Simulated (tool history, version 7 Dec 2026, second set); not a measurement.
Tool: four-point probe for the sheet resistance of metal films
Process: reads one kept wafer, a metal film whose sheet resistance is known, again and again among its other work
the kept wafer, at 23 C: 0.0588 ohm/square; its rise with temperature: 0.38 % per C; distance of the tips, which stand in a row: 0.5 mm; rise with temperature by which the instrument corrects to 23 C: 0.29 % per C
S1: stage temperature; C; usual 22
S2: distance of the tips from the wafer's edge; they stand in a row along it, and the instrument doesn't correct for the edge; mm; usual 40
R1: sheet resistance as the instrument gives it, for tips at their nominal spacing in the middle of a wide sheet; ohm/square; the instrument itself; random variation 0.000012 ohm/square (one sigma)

run	day	S1	S2	R1
1	0	22	40	0.059198
2	0.921	22	19	0.059231
3	2.117	22	20	0.059229
4	3.721	22	20	0.05922
5	5.479	22	20	0.059232
6	6.783	22	20	0.059235
7	8.6	22	40	0.059213
8	9.938	22	40	0.059232
# day 10.058: stage's thermometer calibrated
9	11.7	22	40	0.05927
10	13.396	22	40	0.05928
11	15.183	21	21	0.059234
12	16.55	21	21	0.059236
13	17.733	21	21	0.059241
14	18.808	28	21	0.059608
# day 19.717: stage's thermometer calibrated, once more
15	19.717	21	36	0.059142
16	21.517	21	36	0.059127

Run 17 comes next. What will it give?
17	22.871	22	42	?

R1: 0.059178 ohm/square
Without the tool's hidden state the same run would have given R1 0.058737 ohm/square.
